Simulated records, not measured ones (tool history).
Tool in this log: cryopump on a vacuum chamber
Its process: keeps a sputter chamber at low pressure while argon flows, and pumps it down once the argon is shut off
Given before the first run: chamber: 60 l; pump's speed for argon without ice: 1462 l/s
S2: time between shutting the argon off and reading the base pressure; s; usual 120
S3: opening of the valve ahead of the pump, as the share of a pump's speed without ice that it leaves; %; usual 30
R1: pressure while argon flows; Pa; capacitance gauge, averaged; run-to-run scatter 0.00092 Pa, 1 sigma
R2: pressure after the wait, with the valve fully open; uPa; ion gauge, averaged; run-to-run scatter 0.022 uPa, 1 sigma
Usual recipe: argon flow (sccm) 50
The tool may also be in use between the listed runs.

Run 1, hour 0: usual settings. Result: R1 0.1953 Pa, R2 2.37 uPa.
Run 2, hour 74.3: usual settings. Result: R1 0.196 Pa, R2 2.41 uPa.
Run 3, hour 196.8: usual settings. Result: R1 0.1949 Pa, R2 2.46 uPa.
Run 4, hour 267.6: usual settings but S3 22 %. Result: R1 0.268 Pa, R2 2.58 uPa.
Run 5, hour 376.8: usual settings but S3 22 %. Result: R1 0.2699 Pa, R2 2.68 uPa.
Run 6, hour 434.6: usual settings but S3 22 %. Result: R1 0.2692 Pa, R2 2.78 uPa.
Run 7, hour 543.3: usual settings but S3 22 %. Result: R1 0.271 Pa, R2 2.84 uPa.
Run 8, hour 629.5: usual settings but S3 40 %. Result: R1 0.1531 Pa, R2 2.96 uPa.
Run 9, hour 694.9: usual settings but S3 40 %. Result: R1 0.1556 Pa, R2 3.01 uPa.
Run 10, hour 826.4: usual settings but S3 40 %. Result: R1 0.1564 Pa, R2 3.14 uPa.
Run 11, hour 889.1: usual settings but S3 40 %. Result: R1 0.1576 Pa, R2 3.2 uPa.
Run 12, hour 1002.8: usual settings. Result: R1 0.2068 Pa, R2 3.29 uPa.
Run 13, hour 1061.2: usual settings. Result: R1 0.2075 Pa, R2 3.52 uPa.
Run 14, hour 1169.2: usual settings but argon flow (sccm) 78. Result: R1 0.33 Pa, R2 3.56 uPa.
Run 15, hour 1266.5: usual settings but argon flow (sccm) 78. Result: R1 0.3322 Pa, R2 3.67 uPa.
Run 16, hour 1324.2: usual settings but argon flow (sccm) 78. Result: R1 0.3326 Pa, R2 3.65 uPa.
Run 17, hour 1410.6: usual settings but S3 17 %. Result: R1 0.363 Pa, R2 3.89 uPa.
Run 18, hour 1510.1: usual settings but S3 22 %. Result: R1 0.2871 Pa, R2 3.93 uPa.
At hour 1615.9: pump warmed up, emptied and cooled again.
Run 19, hour 1615.9: usual settings but argon flow (sccm) 28, S2 66 s, S3 18 %. Result: R1 0.1806 Pa, R2 3.15 uPa.
Run 20, hour 1683.4: usual settings but argon flow (sccm) 28, S2 66 s, S3 40 %. Result: R1 0.082 Pa, R2 3.26 uPa.
Run 21, hour 1804.2: usual settings but argon flow (sccm) 59, S2 128 s. Result: R1 0.2294 Pa, R2 3.25 uPa.
At hour 1825.1: leaking fittings of the chamber tightened, without venting.
Run 22, hour 1875.3: usual settings but argon flow (sccm) 59, S2 128 s. Result: R1 0.233 Pa, R2 0.56 uPa.
Run 23, hour 1936.1: usual settings but argon flow (sccm) 63, S2 23 s, S3 17 %. Result: R1 0.4325 Pa, R2 1.96 uPa.
Run 24, hour 2006.8: usual settings but argon flow (sccm) 100, S2 71 s, S3 36 %. Result: R1 0.331 Pa, R2 0.87 uPa.
Run 25, hour 2136.6: usual settings but argon flow (sccm) 100, S2 71 s, S3 36 %. Result: R1 0.3312 Pa, R2 0.94 uPa.
Run 26, hour 2266.2: usual settings but argon flow (sccm) 100, S2 71 s, S3 36 %. Result: R1 0.3351 Pa, R2 0.97 uPa.
Run 27, hour 2381.6: usual settings but argon flow (sccm) 29. Result: R1 0.1161 Pa, R2 0.83 uPa.
Run 28, hour 2446.2: usual settings but argon flow (sccm) 21, S3 41 %. Result: R1 0.0629 Pa, R2 0.85 uPa.
Run 29, hour 2572.8: usual settings but argon flow (sccm) 79, S2 192 s, S3 33 %. Result: R1 0.2934 Pa, R2 0.83 uPa.
Run 30, hour 2691.1: usual settings but argon flow (sccm) 44, S2 252 s, S3 25 %. Result: R1 0.2139 Pa, R2 0.84 uPa.
Run 31, hour 2813.2: usual settings but S2 227 s, S3 23 %. Result: R1 0.2653 Pa, R2 1.01 uPa.
Run 32, hour 2910.6: usual settings but argon flow (sccm) 29, S2 94 s, S3 49 %. Result: R1 0.077 Pa, R2 1.26 uPa.
Run 33, hour 3006.4: usual settings but argon flow (sccm) 52, S2 94 s, S3 49 %. Result: R1 0.1417 Pa, R2 1.4 uPa.
Run 34, hour 3098.5: usual settings but argon flow (sccm) 69, S2 294 s, S3 36 %. Result: R1 0.2478 Pa, R2 1.13 uPa.

What if the next run were any one of these 4? Each begins from the tool's condition after run 34:
Run A, hour 3180.8: usual settings but argon flow (sccm) 38, S2 155 s, S3 47 %. Result: R1 ?, R2 ?.
Run B, hour 3180.8: usual settings but S2 102 s, S3 41 %. Result: R1 ?, R2 ?.
Run C, hour 3180.8: usual settings but S3 28 %. Result: R1 ?, R2 ?.
Run D, hour 3180.8: usual settings but argon flow (sccm) 29, S2 185 s, S3 42 %. Result: R1 ?, R2 ?.

run      R1    R2
  A  0.1105  1.36
  B  0.1632  1.46
  C   0.227  1.34
  D  0.0916  1.23
With no hidden state in the tool, these same runs would have given:
run      R1    R2
  A  0.0946  0.49
  B  0.1422  0.59
  C  0.2061  0.52
  D  0.0795  0.41
